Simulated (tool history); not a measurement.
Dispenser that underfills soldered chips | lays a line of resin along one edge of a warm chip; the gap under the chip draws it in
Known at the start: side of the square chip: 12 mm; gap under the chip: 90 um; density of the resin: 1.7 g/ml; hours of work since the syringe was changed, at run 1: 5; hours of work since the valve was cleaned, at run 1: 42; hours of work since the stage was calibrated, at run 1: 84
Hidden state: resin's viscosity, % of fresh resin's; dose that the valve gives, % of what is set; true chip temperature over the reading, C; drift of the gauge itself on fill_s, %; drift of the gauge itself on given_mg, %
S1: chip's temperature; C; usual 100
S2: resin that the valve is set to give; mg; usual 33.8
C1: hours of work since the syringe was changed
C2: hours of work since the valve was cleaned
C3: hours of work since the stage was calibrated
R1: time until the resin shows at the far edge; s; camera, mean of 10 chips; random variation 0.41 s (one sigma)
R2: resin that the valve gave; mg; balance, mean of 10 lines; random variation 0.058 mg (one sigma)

run    day   S1    S2  C1  C2   C3    R1     R2
  1  0.000  100  33.8   5  42   84  39.0  33.27
     0.275  -- new syringe of resin
  2  0.283  100  37.3   0  46   89  26.8  36.53
  3  0.550   89  33.8   5  51   94  55.3  33.05
  4  0.758   89  33.8   8  54   97  70.0  33.15
     0.858  -- new syringe of resin
  5  0.992   89  33.8   2  58  101  45.9  33.03
  6  1.208  100  33.8   6  62  105  40.6  33.02
     1.271  -- dispensing valve cleaned and set on the balance
  7  1.375  100  33.8   8   2  107  47.5  33.77
     1.483  -- new syringe of resin
  8  1.638  107  33.8   3   6  111  25.4  33.73
  9  1.808  107  33.8   6   9  114  30.7  33.65
 10  1.979  107  33.8   9  12  117  37.7  33.65
     2.062  -- new syringe of resin
 11  2.171  107  33.8   2  15  120  23.3  33.45
 12  2.371  101  33.8   5  18  124  37.2  33.41
 13  2.483  101  36.6   7  20  126  41.3  36.30
 14  2.608  105  38.0   9  23  128  41.4  37.64
     2.650  -- new syringe of resin
 15  2.800  106  29.9   3  26  131  26.2  29.58
 16  3.038   97  31.6   7  30  135  46.4  31.22
 17  3.175  112  30.1   9  32  137  34.3  29.75
     3.233  -- new syringe of resin
 18  3.467   93  37.3   4  37  142  44.9  36.74
 19  3.704   93  36.8   8  41  146  60.4  36.15
     3.821  -- new syringe of resin
 20  3.933  114  36.6   2  45  150  18.4  35.86
 21  4.088  114  36.6   5  47  153  22.6  35.89
 22  4.246  110  36.6   7  50  155  30.3  35.84
     4.408  -- new syringe of resin
 23  4.462   96  38.7   1  54  159  32.1  37.99
 24  4.583  100  31.1   3  56  161  33.1  30.47

Forecast each of these 5 alternatives for the next run:
  A  4.829  113  37.6   7  60  165   ?   ?
  B  4.829  100  37.8   7  60  165   ?   ?
  C  4.829  107  37.7   7  60  165   ?   ?
  D  4.829  111  35.8   7  60  165   ?   ?
  E  4.829  106  32.5   7  60  165   ?   ?

run    R1     R2
  A  27.7  36.63
  B  42.5  36.93
  C  33.2  36.81
  D  29.3  34.99
  E  35.3  31.70
Without the tool's hidden state the same runs would have given:
run    R1     R2
  A  17.7  37.54
  B  27.0  37.85
  C  21.0  37.73
  D  18.4  35.86
  E  22.3  32.49
